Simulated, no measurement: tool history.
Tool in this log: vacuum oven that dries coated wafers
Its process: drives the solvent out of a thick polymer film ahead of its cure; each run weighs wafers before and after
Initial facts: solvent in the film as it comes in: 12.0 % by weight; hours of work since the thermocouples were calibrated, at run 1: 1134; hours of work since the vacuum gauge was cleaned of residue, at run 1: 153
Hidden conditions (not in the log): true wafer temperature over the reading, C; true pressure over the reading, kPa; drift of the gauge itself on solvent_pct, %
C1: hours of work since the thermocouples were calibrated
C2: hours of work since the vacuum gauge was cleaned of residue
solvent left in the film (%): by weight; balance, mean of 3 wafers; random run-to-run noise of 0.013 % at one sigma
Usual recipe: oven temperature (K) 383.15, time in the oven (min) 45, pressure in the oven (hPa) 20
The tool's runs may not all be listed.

{"run": 1, "hour": 0.0, "oven temperature (K)": 383.15, "time in the oven (min)": 45, "pressure in the oven (hPa)": 20, "C1": 1134, "C2": 153, "solvent left in the film (%)": 1}
{"run": 2, "hour": 16.8, "oven temperature (K)": 383.15, "time in the oven (min)": 45, "pressure in the oven (hPa)": 20, "C1": 1144, "C2": 163, "solvent left in the film (%)": 1.02}
{"run": 3, "hour": 31.0, "oven temperature (K)": 383.15, "time in the oven (min)": 45, "pressure in the oven (hPa)": 20, "C1": 1151, "C2": 170, "solvent left in the film (%)": 1.02}
{"run": 4, "hour": 41.9, "oven temperature (K)": 383.15, "time in the oven (min)": 45, "pressure in the oven (hPa)": 20, "C1": 1157, "C2": 176, "solvent left in the film (%)": 1.01}
{"run": 5, "hour": 55.1, "oven temperature (K)": 383.15, "time in the oven (min)": 45, "pressure in the oven (hPa)": 20, "C1": 1165, "C2": 184, "solvent left in the film (%)": 1.01}
{"run": 6, "hour": 71.6, "oven temperature (K)": 383.15, "time in the oven (min)": 45, "pressure in the oven (hPa)": 20, "C1": 1174, "C2": 193, "solvent left in the film (%)": 1.01}
{"run": 7, "hour": 84.8, "oven temperature (K)": 383.15, "time in the oven (min)": 45, "pressure in the oven (hPa)": 20, "C1": 1181, "C2": 200, "solvent left in the film (%)": 1.02}
{"run": 8, "hour": 96.4, "oven temperature (K)": 383.15, "time in the oven (min)": 45, "pressure in the oven (hPa)": 20, "C1": 1187, "C2": 206, "solvent left in the film (%)": 1.02}
{"run": 9, "hour": 113.0, "oven temperature (K)": 383.15, "time in the oven (min)": 45, "pressure in the oven (hPa)": 20, "C1": 1196, "C2": 215, "solvent left in the film (%)": 1}
{"run": 10, "hour": 126.0, "oven temperature (K)": 383.15, "time in the oven (min)": 45, "pressure in the oven (hPa)": 20, "C1": 1203, "C2": 222, "solvent left in the film (%)": 1.02}
{"run": 11, "hour": 140.6, "oven temperature (K)": 383.15, "time in the oven (min)": 45, "pressure in the oven (hPa)": 20.4, "C1": 1211, "C2": 230, "solvent left in the film (%)": 1.03}
{"run": 12, "hour": 156.1, "oven temperature (K)": 383.15, "time in the oven (min)": 45, "pressure in the oven (hPa)": 20, "C1": 1220, "C2": 239, "solvent left in the film (%)": 1.03}
{"run": 13, "hour": 168.4, "oven temperature (K)": 369.15, "time in the oven (min)": 45, "pressure in the oven (hPa)": 20, "C1": 1227, "C2": 246, "solvent left in the film (%)": 2.9}
{"run": 14, "hour": 182.6, "oven temperature (K)": 383.15, "time in the oven (min)": 45, "pressure in the oven (hPa)": 74.7, "C1": 1234, "C2": 253, "solvent left in the film (%)": 2.52}
{"run": 15, "hour": 198.8, "oven temperature (K)": 383.15, "time in the oven (min)": 45, "pressure in the oven (hPa)": 74.7, "C1": 1243, "C2": 262, "solvent left in the film (%)": 2.54}
{"run": 16, "hour": 209.8, "oven temperature (K)": 383.15, "time in the oven (min)": 45, "pressure in the oven (hPa)": 74.7, "C1": 1249, "C2": 268, "solvent left in the film (%)": 2.51}
{"run": 17, "hour": 225.9, "oven temperature (K)": 383.15, "time in the oven (min)": 45, "pressure in the oven (hPa)": 74.7, "C1": 1258, "C2": 277, "solvent left in the film (%)": 2.52}
{"run": 18, "hour": 236.1, "oven temperature (K)": 383.15, "time in the oven (min)": 45, "pressure in the oven (hPa)": 74.7, "C1": 1264, "C2": 283, "solvent left in the film (%)": 2.54}
{"run": 19, "hour": 251.4, "oven temperature (K)": 383.15, "time in the oven (min)": 45, "pressure in the oven (hPa)": 74.7, "C1": 1272, "C2": 291, "solvent left in the film (%)": 2.52}
{"run": 20, "hour": 268.1, "oven temperature (K)": 383.15, "time in the oven (min)": 41, "pressure in the oven (hPa)": 74.7, "C1": 1281, "C2": 300, "solvent left in the film (%)": 2.62}
{"run": 21, "hour": 283.4, "oven temperature (K)": 383.15, "time in the oven (min)": 41, "pressure in the oven (hPa)": 74.7, "C1": 1290, "C2": 309, "solvent left in the film (%)": 2.66}
{"run": 22, "hour": 292.9, "oven temperature (K)": 383.15, "time in the oven (min)": 41, "pressure in the oven (hPa)": 74.7, "C1": 1295, "C2": 314, "solvent left in the film (%)": 2.64}
{"run": 23, "hour": 308.1, "oven temperature (K)": 383.15, "time in the oven (min)": 77, "pressure in the oven (hPa)": 20, "C1": 1303, "C2": 322, "solvent left in the film (%)": 0.67}
{"run": 24, "hour": 322.0, "oven temperature (K)": 383.15, "time in the oven (min)": 77, "pressure in the oven (hPa)": 20, "C1": 1311, "C2": 330, "solvent left in the film (%)": 0.66}
{"run": 25, "hour": 338.5, "oven temperature (K)": 398.15, "time in the oven (min)": 77, "pressure in the oven (hPa)": 43.1, "C1": 1320, "C2": 339, "solvent left in the film (%)": 0.79}
{"run": 26, "hour": 348.3, "oven temperature (K)": 398.15, "time in the oven (min)": 77, "pressure in the oven (hPa)": 43.1, "C1": 1325, "C2": 344, "solvent left in the film (%)": 0.79}
{"hour": 355.1, "done": "oven's thermocouples calibrated"}
{"run": 27, "hour": 365.4, "oven temperature (K)": 389.15, "time in the oven (min)": 77, "pressure in the oven (hPa)": 27.2, "C1": 6, "C2": 352, "solvent left in the film (%)": 0.73}
{"run": 28, "hour": 374.5, "oven temperature (K)": 395.15, "time in the oven (min)": 48, "pressure in the oven (hPa)": 75.1, "C1": 11, "C2": 357, "solvent left in the film (%)": 1.64}
{"run": 29, "hour": 385.3, "oven temperature (K)": 371.15, "time in the oven (min)": 38, "pressure in the oven (hPa)": 22.3, "C1": 17, "C2": 363, "solvent left in the film (%)": 3.49}
{"run": 30, "hour": 397.8, "oven temperature (K)": 371.15, "time in the oven (min)": 38, "pressure in the oven (hPa)": 22.3, "C1": 23, "C2": 370, "solvent left in the film (%)": 3.47}
{"run": 31, "hour": 406.3, "oven temperature (K)": 392.15, "time in the oven (min)": 58, "pressure in the oven (hPa)": 13.4, "C1": 28, "C2": 375, "solvent left in the film (%)": 0.36}
{"run": 32, "hour": 420.2, "oven temperature (K)": 383.15, "time in the oven (min)": 24, "pressure in the oven (hPa)": 20, "C1": 36, "C2": 382, "solvent left in the film (%)": 2.69}
{"run": 33, "hour": 436.0, "oven temperature (K)": 375.15, "time in the oven (min)": 25, "pressure in the oven (hPa)": 45.5, "C1": 44, "C2": 391, "solvent left in the film (%)": 4.72}
{"run": 34, "hour": 445.8, "oven temperature (K)": 386.15, "time in the oven (min)": 34, "pressure in the oven (hPa)": 42.1, "C1": 50, "C2": 396, "solvent left in the film (%)": 1.91}
{"run": 35, "hour": 458.5, "oven temperature (K)": 386.15, "time in the oven (min)": 34, "pressure in the oven (hPa)": 42.1, "C1": 57, "C2": 403, "solvent left in the film (%)": 1.91}
{"run": 36, "hour": 471.1, "oven temperature (K)": 381.15, "time in the oven (min)": 40, "pressure in the oven (hPa)": 20, "C1": 63, "C2": 410, "solvent left in the film (%)": 1.62}
{"run": 37, "hour": 482.5, "oven temperature (K)": 384.15, "time in the oven (min)": 76, "pressure in the oven (hPa)": 20, "C1": 70, "C2": 417, "solvent left in the film (%)": 0.67}
{"run": 38, "hour": 490.1, "oven temperature (K)": 383.15, "time in the oven (min)": 80, "pressure in the oven (hPa)": 16.3, "C1": 74, "C2": 421, "solvent left in the film (%)": 0.59}
{"run": 39, "hour": 504.5, "oven temperature (K)": 380.15, "time in the oven (min)": 55, "pressure in the oven (hPa)": 16.2, "C1": 82, "C2": 429, "solvent left in the film (%)": 1.06}
{"run": 40, "hour": 512.5, "oven temperature (K)": 380.15, "time in the oven (min)": 55, "pressure in the oven (hPa)": 16.2, "C1": 86, "C2": 433, "solvent left in the film (%)": 1.06}
{"run": 41, "hour": 523.4, "oven temperature (K)": 380.15, "time in the oven (min)": 55, "pressure in the oven (hPa)": 16.2, "C1": 92, "C2": 439, "solvent left in the film (%)": 1.06}
{"run": 42, "hour": 532.8, "oven temperature (K)": 372.15, "time in the oven (min)": 45, "pressure in the oven (hPa)": 13, "C1": 97, "C2": 444, "solvent left in the film (%)": 2.42}
{"run": 43, "hour": 540.8, "oven temperature (K)": 378.15, "time in the oven (min)": 45, "pressure in the oven (hPa)": 10.1, "C1": 102, "C2": 448, "solvent left in the film (%)": 1.43}
{"run": 44, "hour": 548.6, "oven temperature (K)": 383.15, "time in the oven (min)": 45, "pressure in the oven (hPa)": 65.6, "C1": 106, "C2": 453, "solvent left in the film (%)": 2.54}
{"run": 45, "hour": 564.0, "oven temperature (K)": 381.15, "time in the oven (min)": 55, "pressure in the oven (hPa)": 20, "C1": 114, "C2": 461, "solvent left in the film (%)": 1.08}
{"run": 46, "hour": 571.8, "oven temperature (K)": 383.15, "time in the oven (min)": 52, "pressure in the oven (hPa)": 20, "C1": 119, "C2": 465, "solvent left in the film (%)": 0.99}

Here are 3 independent what-if runs from the current tool condition. What would each one return?
{"run": "A", "hour": 580.8, "oven temperature (K)": 370.15, "time in the oven (min)": 32, "pressure in the oven (hPa)": 65, "C1": 124, "C2": 470, "solvent left in the film (%)": "?"}
{"run": "B", "hour": 580.8, "oven temperature (K)": 383.15, "time in the oven (min)": 52, "pressure in the oven (hPa)": 24.9, "C1": 124, "C2": 470, "solvent left in the film (%)": "?"}
{"run": "C", "hour": 580.8, "oven temperature (K)": 379.15, "time in the oven (min)": 78, "pressure in the oven (hPa)": 20, "C1": 124, "C2": 470, "solvent left in the film (%)": "?"}

run=A solvent_left_in_the_film_(%)=5.7
run=B solvent_left_in_the_film_(%)=1.16
run=C solvent_left_in_the_film_(%)=0.92
With the hidden condition removed and each run's random variation left untouched, the same runs would have given:
run=A solvent_left_in_the_film_(%)=5.63
run=B solvent_left_in_the_film_(%)=1.11
run=C solvent_left_in_the_film_(%)=0.86

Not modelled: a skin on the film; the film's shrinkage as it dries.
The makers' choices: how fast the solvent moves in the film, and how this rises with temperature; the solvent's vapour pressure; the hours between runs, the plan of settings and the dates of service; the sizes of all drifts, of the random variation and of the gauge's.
